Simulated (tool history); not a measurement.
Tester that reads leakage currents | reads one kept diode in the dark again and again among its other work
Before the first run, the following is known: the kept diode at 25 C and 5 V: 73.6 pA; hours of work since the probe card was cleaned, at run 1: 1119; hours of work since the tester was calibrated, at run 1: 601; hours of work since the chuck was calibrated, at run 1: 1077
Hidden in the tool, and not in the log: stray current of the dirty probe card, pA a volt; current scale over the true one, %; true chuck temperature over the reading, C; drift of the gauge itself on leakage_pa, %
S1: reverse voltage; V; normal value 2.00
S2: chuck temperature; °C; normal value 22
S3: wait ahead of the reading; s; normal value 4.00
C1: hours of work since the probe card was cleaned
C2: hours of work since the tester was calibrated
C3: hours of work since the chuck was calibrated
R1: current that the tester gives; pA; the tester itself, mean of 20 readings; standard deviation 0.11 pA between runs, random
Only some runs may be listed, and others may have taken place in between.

{"run": 1, "hour": 0.0, "S1": 2.0, "S2": 22, "S3": 4.0, "C1": 1119, "C2": 601, "C3": 1077, "R1": 33.91}
{"run": 2, "hour": 20.7, "S1": 2.0, "S2": 22, "S3": 4.0, "C1": 1132, "C2": 615, "C3": 1091, "R1": 34.28}
{"run": 3, "hour": 46.9, "S1": 2.0, "S2": 43, "S3": 4.0, "C1": 1150, "C2": 632, "C3": 1108, "R1": 194.73}
{"run": 4, "hour": 82.0, "S1": 2.0, "S2": 22, "S3": 4.0, "C1": 1173, "C2": 655, "C3": 1131, "R1": 34.19}
{"run": 5, "hour": 122.7, "S1": 2.0, "S2": 22, "S3": 0.32, "C1": 1200, "C2": 682, "C3": 1158, "R1": 34.43}
{"run": 6, "hour": 144.1, "S1": 2.0, "S2": 22, "S3": 0.32, "C1": 1214, "C2": 696, "C3": 1172, "R1": 34.54}
{"run": 7, "hour": 167.5, "S1": 2.0, "S2": 35, "S3": 4.0, "C1": 1230, "C2": 712, "C3": 1188, "R1": 102.65}
{"run": 8, "hour": 211.2, "S1": 2.0, "S2": 35, "S3": 4.0, "C1": 1259, "C2": 741, "C3": 1217, "R1": 103.0}
{"run": 9, "hour": 239.3, "S1": 2.0, "S2": 22, "S3": 1.29, "C1": 1277, "C2": 759, "C3": 1236, "R1": 34.27}
{"run": 10, "hour": 275.9, "S1": 2.0, "S2": 22, "S3": 4.0, "C1": 1301, "C2": 784, "C3": 1260, "R1": 34.09}
{"run": 11, "hour": 315.3, "S1": 2.0, "S2": 22, "S3": 4.0, "C1": 1328, "C2": 810, "C3": 1286, "R1": 34.03}
{"run": 12, "hour": 364.2, "S1": 2.0, "S2": 22, "S3": 0.78, "C1": 1360, "C2": 842, "C3": 1318, "R1": 34.14}
{"run": 13, "hour": 399.5, "S1": 2.0, "S2": 22, "S3": 0.78, "C1": 1383, "C2": 866, "C3": 1342, "R1": 34.2}
{"run": 14, "hour": 442.1, "S1": 2.0, "S2": 22, "S3": 0.78, "C1": 1412, "C2": 894, "C3": 1370, "R1": 34.09}
{"run": 15, "hour": 478.4, "S1": 2.0, "S2": 22, "S3": 0.78, "C1": 1436, "C2": 918, "C3": 1394, "R1": 34.2}
{"run": 16, "hour": 517.0, "S1": 2.0, "S2": 22, "S3": 4.0, "C1": 1461, "C2": 944, "C3": 1420, "R1": 34.27}
{"run": 17, "hour": 555.6, "S1": 2.0, "S2": 22, "S3": 4.0, "C1": 1487, "C2": 969, "C3": 1445, "R1": 33.94}
{"run": 18, "hour": 597.5, "S1": 2.0, "S2": 22, "S3": 2.27, "C1": 1514, "C2": 997, "C3": 1473, "R1": 34.01}
{"run": 19, "hour": 639.9, "S1": 2.0, "S2": 22, "S3": 2.27, "C1": 1543, "C2": 1025, "C3": 1501, "R1": 34.04}
{"run": 20, "hour": 683.3, "S1": 2.0, "S2": 22, "S3": 2.7, "C1": 1571, "C2": 1054, "C3": 1530, "R1": 34.01}
{"run": 21, "hour": 714.0, "S1": 2.0, "S2": 54, "S3": 6.99, "C1": 1592, "C2": 1074, "C3": 1550, "R1": 443.07}
{"run": 22, "hour": 736.0, "S1": 2.0, "S2": 54, "S3": 5.68, "C1": 1606, "C2": 1089, "C3": 1565, "R1": 443.92}
{"run": 23, "hour": 772.9, "S1": 1.93, "S2": 27, "S3": 5.68, "C1": 1631, "C2": 1113, "C3": 1589, "R1": 51.59}
{"hour": 807.1, "done": "chuck's temperature calibrated"}
{"run": 24, "hour": 808.8, "S1": 1.93, "S2": 27, "S3": 5.68, "C1": 1653, "C2": 1136, "C3": 1, "R1": 51.5}
{"run": 25, "hour": 849.8, "S1": 1.64, "S2": 40, "S3": 4.34, "C1": 1680, "C2": 1163, "C3": 28, "R1": 138.29}
{"run": 26, "hour": 891.0, "S1": 1.64, "S2": 40, "S3": 4.34, "C1": 1708, "C2": 1190, "C3": 56, "R1": 138.01}
{"run": 27, "hour": 920.9, "S1": 1.64, "S2": 40, "S3": 4.34, "C1": 1728, "C2": 1210, "C3": 75, "R1": 137.62}
{"run": 28, "hour": 966.6, "S1": 1.64, "S2": 40, "S3": 4.34, "C1": 1758, "C2": 1240, "C3": 106, "R1": 137.8}
{"run": 29, "hour": 993.4, "S1": 1.19, "S2": 40, "S3": 4.44, "C1": 1776, "C2": 1258, "C3": 123, "R1": 115.24}
{"run": 30, "hour": 1035.1, "S1": 5.75, "S2": 24, "S3": 4.49, "C1": 1803, "C2": 1286, "C3": 151, "R1": 73.6}
{"run": 31, "hour": 1057.7, "S1": 2.0, "S2": 22, "S3": 9.91, "C1": 1818, "C2": 1300, "C3": 166, "R1": 33.97}
{"run": 32, "hour": 1089.5, "S1": 2.0, "S2": 22, "S3": 9.91, "C1": 1839, "C2": 1322, "C3": 187, "R1": 34.11}
{"run": 33, "hour": 1136.7, "S1": 2.0, "S2": 43, "S3": 4.0, "C1": 1871, "C2": 1353, "C3": 218, "R1": 194.3}
{"run": 34, "hour": 1169.9, "S1": 4.44, "S2": 22, "S3": 4.0, "C1": 1893, "C2": 1375, "C3": 240, "R1": 53.18}
{"run": 35, "hour": 1199.0, "S1": 7.47, "S2": 27, "S3": 4.13, "C1": 1912, "C2": 1394, "C3": 260, "R1": 109.51}
{"run": 36, "hour": 1241.7, "S1": 2.25, "S2": 25, "S3": 4.0, "C1": 1940, "C2": 1422, "C3": 288, "R1": 47.4}
{"run": 37, "hour": 1270.5, "S1": 1.58, "S2": 40, "S3": 0.83, "C1": 1959, "C2": 1442, "C3": 307, "R1": 134.9}
{"run": 38, "hour": 1307.3, "S1": 12.95, "S2": 37, "S3": 2.24, "C1": 1984, "C2": 1466, "C3": 332, "R1": 342.68}
{"run": 39, "hour": 1332.6, "S1": 19.26, "S2": 48, "S3": 0.44, "C1": 2000, "C2": 1483, "C3": 348, "R1": 1002.86}
{"run": 40, "hour": 1358.3, "S1": 19.26, "S2": 48, "S3": 0.44, "C1": 2017, "C2": 1500, "C3": 365, "R1": 1003.02}

Measured minus without-hidden-state, run by run (identical run-to-run variation in each term; gauge scatter may differ):
run=1 R1=-0.03
run=2 R1=-0.03
run=3 R1=-0.19
run=4 R1=-0.02
run=5 R1=-0.03
run=6 R1=-0.03
run=7 R1=-0.11
run=8 R1=-0.10
run=9 R1=-0.03
run=10 R1=-0.03
run=11 R1=-0.03
run=12 R1=-0.03
run=13 R1=-0.03
run=14 R1=-0.04
run=15 R1=-0.03
run=16 R1=-0.03
run=17 R1=-0.04
run=18 R1=-0.04
run=19 R1=-0.03
run=20 R1=-0.04
run=21 R1=-0.56
run=22 R1=-0.57
run=23 R1=-0.06
run=24 R1=+0.01
run=25 R1=+0.01
run=26 R1=+0.01
run=27 R1=+0.00
run=28 R1=+0.00
run=29 R1=+0.00
run=30 R1=+0.05
run=31 R1=+0.02
run=32 R1=+0.01
run=33 R1=-0.02
run=34 R1=+0.04
run=35 R1=+0.05
run=36 R1=+0.01
run=37 R1=-0.02
run=38 R1=+0.04
run=39 R1=-0.09
run=40 R1=-0.11
